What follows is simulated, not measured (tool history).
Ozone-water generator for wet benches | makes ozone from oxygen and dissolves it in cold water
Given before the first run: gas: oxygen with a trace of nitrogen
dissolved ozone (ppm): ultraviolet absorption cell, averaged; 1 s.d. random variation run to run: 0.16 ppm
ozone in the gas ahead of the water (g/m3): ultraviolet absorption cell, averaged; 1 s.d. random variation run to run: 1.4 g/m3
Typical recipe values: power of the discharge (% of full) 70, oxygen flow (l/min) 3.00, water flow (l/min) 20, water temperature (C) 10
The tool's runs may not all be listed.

run	hour	power of the discharge (% of full)	oxygen flow (l/min)	water flow (l/min)	water temperature (C)	dissolved ozone (ppm)	ozone in the gas ahead of the water (g/m3)
1	0.0	70	3.00	20	10	19.7	244.9
2	23.6	70	3.00	20	11	19.3	245.2
3	57.7	70	3.53	20	11	20.5	233.0
4	76.6	70	3.53	20	11	20.7	232.5
5	101.0	70	3.53	20	11	20.7	231.5
6	125.0	70	3.53	20	11	20.5	233.6
7	146.3	70	3.53	20	11	20.6	231.8
8	180.0	70	3.53	20	14	19.9	233.5
9	203.0	70	3.53	20	14	19.6	231.5
10	232.4	70	3.00	20	10	19.4	242.0
11	256.1	70	3.00	20	10	19.4	243.0
12	291.3	70	3.00	20	10	19.4	240.6
13	324.2	70	3.00	13	10	30.0	242.4
14	357.8	70	3.00	13	10	29.4	244.0
15	383.0	70	3.00	13	10	29.7	240.8
16	404.1	70	3.00	20	10	19.2	242.0
17	429.1	70	3.00	20	10	18.9	240.1
18	454.0	54	2.93	24	11	12.6	201.0
19	477.0	48	1.57	31	13	5.9	225.8
20	502.1	48	1.57	31	13	5.9	225.3
21	521.4	48	1.57	31	13	6.2	225.3
22	538.1	48	1.57	31	13	6.1	225.2

What will run 23 give?
23	569.7	90	2.74	31	13	?	?

dissolved ozone (ppm): 12.4
ozone in the gas ahead of the water (g/m3): 294.0
Minus the tool's unlogged condition, the same run would have read dissolved ozone (ppm) 14.3, ozone in the gas ahead of the water (g/m3) 313.9.
